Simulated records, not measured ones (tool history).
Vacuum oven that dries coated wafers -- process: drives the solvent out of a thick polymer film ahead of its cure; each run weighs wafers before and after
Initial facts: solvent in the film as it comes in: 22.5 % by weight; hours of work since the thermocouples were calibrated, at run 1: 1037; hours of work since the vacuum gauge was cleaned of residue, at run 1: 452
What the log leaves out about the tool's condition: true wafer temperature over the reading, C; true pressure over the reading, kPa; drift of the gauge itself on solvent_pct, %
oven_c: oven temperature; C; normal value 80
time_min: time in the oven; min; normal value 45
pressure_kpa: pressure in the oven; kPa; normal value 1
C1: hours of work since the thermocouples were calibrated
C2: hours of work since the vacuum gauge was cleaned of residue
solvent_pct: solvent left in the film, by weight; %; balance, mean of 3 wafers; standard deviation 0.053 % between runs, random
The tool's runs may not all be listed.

{"run": 1, "hour": 0.0, "oven_c": 80, "time_min": 45, "pressure_kpa": 1, "C1": 1037, "C2": 452, "solvent_pct": 2.25}
{"run": 2, "hour": 82.9, "oven_c": 80, "time_min": 45, "pressure_kpa": 1, "C1": 1103, "C2": 518, "solvent_pct": 2.3}
{"run": 3, "hour": 161.0, "oven_c": 80, "time_min": 45, "pressure_kpa": 1.78, "C1": 1165, "C2": 579, "solvent_pct": 2.74}
{"run": 4, "hour": 207.7, "oven_c": 80, "time_min": 45, "pressure_kpa": 1, "C1": 1202, "C2": 616, "solvent_pct": 2.44}
{"run": 5, "hour": 299.4, "oven_c": 80, "time_min": 45, "pressure_kpa": 1, "C1": 1274, "C2": 689, "solvent_pct": 2.48}
{"run": 6, "hour": 389.2, "oven_c": 80, "time_min": 45, "pressure_kpa": 1, "C1": 1346, "C2": 760, "solvent_pct": 2.58}
{"run": 7, "hour": 472.2, "oven_c": 80, "time_min": 45, "pressure_kpa": 1, "C1": 1411, "C2": 826, "solvent_pct": 2.53}
{"run": 8, "hour": 565.5, "oven_c": 80, "time_min": 45, "pressure_kpa": 1, "C1": 1485, "C2": 900, "solvent_pct": 2.58}
{"run": 9, "hour": 611.1, "oven_c": 80, "time_min": 45, "pressure_kpa": 1, "C1": 1521, "C2": 936, "solvent_pct": 2.68}
{"run": 10, "hour": 707.8, "oven_c": 80, "time_min": 45, "pressure_kpa": 1, "C1": 1598, "C2": 1012, "solvent_pct": 2.73}
{"run": 11, "hour": 761.2, "oven_c": 80, "time_min": 45, "pressure_kpa": 1.73, "C1": 1640, "C2": 1055, "solvent_pct": 2.97}
{"hour": 839.9, "done": "oven's thermocouples calibrated"}
{"run": 12, "hour": 857.0, "oven_c": 80, "time_min": 45, "pressure_kpa": 1.73, "C1": 14, "C2": 1129, "solvent_pct": 2.24}
{"run": 13, "hour": 933.4, "oven_c": 80, "time_min": 45, "pressure_kpa": 1.73, "C1": 74, "C2": 1189, "solvent_pct": 2.4}
{"run": 14, "hour": 984.4, "oven_c": 80, "time_min": 45, "pressure_kpa": 1.73, "C1": 114, "C2": 1230, "solvent_pct": 2.35}
{"run": 15, "hour": 1090.3, "oven_c": 80, "time_min": 45, "pressure_kpa": 1.73, "C1": 198, "C2": 1313, "solvent_pct": 2.36}
{"run": 16, "hour": 1164.6, "oven_c": 80, "time_min": 45, "pressure_kpa": 1.73, "C1": 257, "C2": 1372, "solvent_pct": 2.43}
{"run": 17, "hour": 1222.6, "oven_c": 80, "time_min": 45, "pressure_kpa": 1.73, "C1": 303, "C2": 1418, "solvent_pct": 2.49}
{"run": 18, "hour": 1272.9, "oven_c": 80, "time_min": 45, "pressure_kpa": 1.73, "C1": 343, "C2": 1458, "solvent_pct": 2.56}
{"run": 19, "hour": 1367.0, "oven_c": 80, "time_min": 45, "pressure_kpa": 1.73, "C1": 417, "C2": 1533, "solvent_pct": 2.54}
{"run": 20, "hour": 1451.2, "oven_c": 80, "time_min": 45, "pressure_kpa": 1, "C1": 484, "C2": 1599, "solvent_pct": 2.3}
{"run": 21, "hour": 1530.3, "oven_c": 80, "time_min": 79, "pressure_kpa": 1, "C1": 547, "C2": 1662, "solvent_pct": 1.01}
{"run": 22, "hour": 1629.9, "oven_c": 80, "time_min": 72, "pressure_kpa": 1, "C1": 625, "C2": 1741, "solvent_pct": 1.11}
{"run": 23, "hour": 1680.6, "oven_c": 88, "time_min": 25, "pressure_kpa": 0.66, "C1": 666, "C2": 1781, "solvent_pct": 3.32}
{"hour": 1691.9, "done": "vacuum gauge cleaned of residue and calibrated"}
{"run": 24, "hour": 1751.9, "oven_c": 88, "time_min": 25, "pressure_kpa": 0.66, "C1": 721, "C2": 47, "solvent_pct": 3.39}
{"run": 25, "hour": 1822.3, "oven_c": 93, "time_min": 25, "pressure_kpa": 3.4, "C1": 777, "C2": 103, "solvent_pct": 3.06}
{"run": 26, "hour": 1920.5, "oven_c": 93, "time_min": 25, "pressure_kpa": 3.4, "C1": 854, "C2": 181, "solvent_pct": 3.09}
{"run": 27, "hour": 1999.2, "oven_c": 80, "time_min": 37, "pressure_kpa": 0.83, "C1": 917, "C2": 243, "solvent_pct": 3.45}
{"run": 28, "hour": 2046.5, "oven_c": 80, "time_min": 37, "pressure_kpa": 0.83, "C1": 954, "C2": 281, "solvent_pct": 3.45}
{"run": 29, "hour": 2142.8, "oven_c": 89, "time_min": 43, "pressure_kpa": 1, "C1": 1030, "C2": 357, "solvent_pct": 1.42}
{"hour": 2187.2, "done": "vacuum gauge cleaned of residue and calibrated, once more"}
{"run": 30, "hour": 2229.9, "oven_c": 89, "time_min": 43, "pressure_kpa": 1, "C1": 1098, "C2": 34, "solvent_pct": 1.07}
{"run": 31, "hour": 2334.2, "oven_c": 89, "time_min": 70, "pressure_kpa": 1, "C1": 1181, "C2": 116, "solvent_pct": 0.41}
{"run": 32, "hour": 2429.4, "oven_c": 80, "time_min": 37, "pressure_kpa": 1, "C1": 1256, "C2": 192, "solvent_pct": 3.3}
{"run": 33, "hour": 2499.0, "oven_c": 95, "time_min": 31, "pressure_kpa": 2.14, "C1": 1311, "C2": 247, "solvent_pct": 1.67}
{"run": 34, "hour": 2584.2, "oven_c": 95, "time_min": 31, "pressure_kpa": 2.14, "C1": 1378, "C2": 314, "solvent_pct": 1.64}
{"run": 35, "hour": 2657.6, "oven_c": 71, "time_min": 35, "pressure_kpa": 1, "C1": 1437, "C2": 372, "solvent_pct": 6.13}
{"run": 36, "hour": 2760.8, "oven_c": 80, "time_min": 45, "pressure_kpa": 1, "C1": 1518, "C2": 454, "solvent_pct": 2.59}
{"run": 37, "hour": 2808.7, "oven_c": 80, "time_min": 45, "pressure_kpa": 1, "C1": 1556, "C2": 492, "solvent_pct": 2.57}
{"run": 38, "hour": 2870.6, "oven_c": 79, "time_min": 48, "pressure_kpa": 3.39, "C1": 1605, "C2": 541, "solvent_pct": 3.56}
{"run": 39, "hour": 2922.6, "oven_c": 79, "time_min": 48, "pressure_kpa": 3.39, "C1": 1646, "C2": 582, "solvent_pct": 3.56}
{"run": 40, "hour": 2985.1, "oven_c": 79, "time_min": 48, "pressure_kpa": 3.39, "C1": 1696, "C2": 632, "solvent_pct": 3.46}
{"hour": 2992.7, "done": "oven's thermocouples calibrated"}
{"run": 41, "hour": 3049.5, "oven_c": 82, "time_min": 30, "pressure_kpa": 2.32, "C1": 45, "C2": 681, "solvent_pct": 3.78}
{"run": 42, "hour": 3093.8, "oven_c": 86, "time_min": 26, "pressure_kpa": 1, "C1": 80, "C2": 716, "solvent_pct": 3.26}
{"run": 43, "hour": 3140.1, "oven_c": 86, "time_min": 26, "pressure_kpa": 1, "C1": 117, "C2": 753, "solvent_pct": 3.36}
{"run": 44, "hour": 3214.3, "oven_c": 80, "time_min": 50, "pressure_kpa": 2.9, "C1": 175, "C2": 811, "solvent_pct": 2.37}

Below, each run's measurement less what the same run would have read without the hidden state. Both values contain the same run-to-run variation, but the gauge's scatter may not be the same in both:
run=1 solvent_pct=+0.53
run=2 solvent_pct=+0.59
run=3 solvent_pct=+0.64
run=4 solvent_pct=+0.63
run=5 solvent_pct=+0.67
run=6 solvent_pct=+0.72
run=7 solvent_pct=+0.75
run=8 solvent_pct=+0.79
run=9 solvent_pct=+0.83
run=10 solvent_pct=+0.89
run=11 solvent_pct=+0.91
run=12 solvent_pct=+0.25
run=13 solvent_pct=+0.29
run=14 solvent_pct=+0.3
run=15 solvent_pct=+0.34
run=16 solvent_pct=+0.39
run=17 solvent_pct=+0.41
run=18 solvent_pct=+0.43
run=19 solvent_pct=+0.48
run=20 solvent_pct=+0.49
run=21 solvent_pct=+0.4
run=22 solvent_pct=+0.44
run=23 solvent_pct=+0.58
run=24 solvent_pct=+0.64
run=25 solvent_pct=+0.6
run=26 solvent_pct=+0.64
run=27 solvent_pct=+0.87
run=28 solvent_pct=+0.89
run=29 solvent_pct=+0.57
run=30 solvent_pct=+0.27
run=31 solvent_pct=+0.1
run=32 solvent_pct=+0.68
run=33 solvent_pct=+0.4
run=34 solvent_pct=+0.42
run=35 solvent_pct=+1.05
run=36 solvent_pct=+0.72
run=37 solvent_pct=+0.74
run=38 solvent_pct=+0.88
run=39 solvent_pct=+0.91
run=40 solvent_pct=+0.92
run=41 solvent_pct=+0.15
run=42 solvent_pct=+0.14
run=43 solvent_pct=+0.18
run=44 solvent_pct=+0.22
